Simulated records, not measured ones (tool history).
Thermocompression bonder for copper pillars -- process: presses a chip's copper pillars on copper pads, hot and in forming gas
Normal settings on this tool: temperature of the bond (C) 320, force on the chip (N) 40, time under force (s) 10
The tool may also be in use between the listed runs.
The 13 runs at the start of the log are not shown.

| run | hour | temperature of the bond (C) | force on the chip (N) | time under force (s) | force that shears a chip off (N) |
|---|---|---|---|---|---|
| 14 | 191.4 | 320 | 40 | 10 | 64.1 |
| 15 | 212.2 | 320 | 40 | 10 | 63.7 |
| 16 | 230.1 | 320 | 40 | 10 | 63.8 |
| 17 | 242.9 | 320 | 40 | 10 | 63.4 |
| 18 | 262.3 | 320 | 36 | 6 | 49.0 |
| 19 | 271.7 | 320 | 36 | 6 | 48.7 |
| 20 | 280.9 | 348 | 35 | 10 | 75.7 |
| 21 | 290.9 | 348 | 35 | 10 | 76.5 |
| 22 | 302.1 | 329 | 46 | 10 | 75.0 |
| 23 | 321.5 | 320 | 40 | 8 | 58.8 |
| 24 | 341.5 | 345 | 40 | 15 | 89.5 |
| 25 | 354.6 | 307 | 35 | 10 | 49.9 |
| 26 | 372.0 | 320 | 52 | 6 | 62.2 |
|  | 376.2 | force cell calibrated |
| 27 | 391.0 | 320 | 26 | 8 | 41.1 |
| 28 | 405.1 | 305 | 32 | 25 | 62.4 |
| 29 | 421.0 | 305 | 32 | 25 | 62.3 |
| 30 | 429.7 | 320 | 40 | 16 | 70.9 |
| 31 | 441.6 | 326 | 51 | 15 | 84.2 |
| 32 | 453.3 | 326 | 51 | 15 | 83.9 |
|  | 468.6 | forming gas filter changed |
| 33 | 473.8 | 320 | 34 | 5 | 43.0 |
| 34 | 484.6 | 320 | 34 | 5 | 43.1 |

Forecast each of these 5 alternatives for the next run:
| A | 500.1 | 327 | 27 | 12 | ? |
| B | 500.1 | 329 | 28 | 10 | ? |
| C | 500.1 | 318 | 33 | 25 | ? |
| D | 500.1 | 311 | 46 | 24 | ? |
| E | 500.1 | 318 | 52 | 10 | ? |

| run | force that shears a chip off (N) |
|---|---|
| A | 55.3 |
| B | 54.6 |
| C | 74.4 |
| D | 83.3 |
| E | 72.1 |
What these runs would have given with no unlogged condition in the tool:
| run | force that shears a chip off (N) |
|---|---|
| A | 54.2 |
| B | 53.4 |
| C | 73.0 |
| D | 81.9 |
| E | 70.7 |

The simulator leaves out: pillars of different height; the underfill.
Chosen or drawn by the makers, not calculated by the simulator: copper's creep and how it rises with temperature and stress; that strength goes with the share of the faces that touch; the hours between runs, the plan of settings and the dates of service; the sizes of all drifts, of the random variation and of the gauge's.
